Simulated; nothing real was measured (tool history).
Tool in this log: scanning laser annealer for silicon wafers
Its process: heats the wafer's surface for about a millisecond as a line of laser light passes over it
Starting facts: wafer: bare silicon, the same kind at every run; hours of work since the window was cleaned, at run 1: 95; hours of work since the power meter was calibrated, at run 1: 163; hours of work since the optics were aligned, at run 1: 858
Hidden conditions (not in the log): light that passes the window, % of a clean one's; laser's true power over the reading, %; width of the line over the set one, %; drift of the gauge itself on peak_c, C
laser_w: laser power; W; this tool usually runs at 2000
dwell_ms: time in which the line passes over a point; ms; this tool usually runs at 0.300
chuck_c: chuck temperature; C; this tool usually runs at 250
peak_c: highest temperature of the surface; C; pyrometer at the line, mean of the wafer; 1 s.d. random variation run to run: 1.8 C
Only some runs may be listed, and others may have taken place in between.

run    day  laser_w  dwell_ms  chuck_c  hours of work since the window was cleaned  hours of work since the power meter was calibrated  hours of work since the optics were aligned  peak_c
  1  0.000     2000     0.300      250                                          95                                                 163                                          858     989
  2  0.479     2000     0.300      250                                         100                                                 168                                          863     992
  3  0.750     2000     0.300      250                                         103                                                 171                                          866     992
  4  1.121     2000     0.300      250                                         107                                                 175                                          870     992
  5  1.646     2000     0.300      250                                         112                                                 180                                          875     994
  6  2.071     2000     0.300      250                                         117                                                 185                                          880     991
  7  2.558     2000     0.300      250                                         122                                                 190                                          885     988
  8  3.125     2000     0.300      250                                         128                                                 196                                          891     992
  9  3.642     1788     0.300      250                                         133                                                 201                                          896     914
 10  4.108     1788     0.300      245                                         138                                                 206                                          901     909
 11  4.738     1788     0.300      245                                         145                                                 213                                          908     910
 12  5.012     1788     0.300      245                                         147                                                 216                                          910     913
 13  5.296     1788     0.300      245                                         150                                                 219                                          913     911
 14  5.554     2000     0.365      250                                         153                                                 221                                          916    1058
 15  6.167     2000     0.298      250                                         160                                                 228                                          923     991
 16  6.625     2000     0.298      250                                         164                                                 233                                          927     989
 17  7.171     2026     0.259      273                                         170                                                 238                                          933     977
 18  7.767     1886     0.289      244                                         176                                                 245                                          939     932
 19  8.175     1747     0.314      250                                         181                                                 249                                          944     915
 20  8.592     1865     0.321      227                                         185                                                 253                                          948     938

Branching from run 20: 3 alternative next runs. What would each branch give?
  A  8.912     2000     0.226      250                                         188                                                 257                                          951       ?
  B  8.912     1767     0.244      268                                         188                                                 257                                          951       ?
  C  8.912     1714     0.287      225                                         188                                                 257                                          951       ?

run  peak_c
  A     902
  B     869
  C     848
Without the tool's unlogged condition, the same runs would have read:
run  peak_c
  A     903
  B     870
  C     848
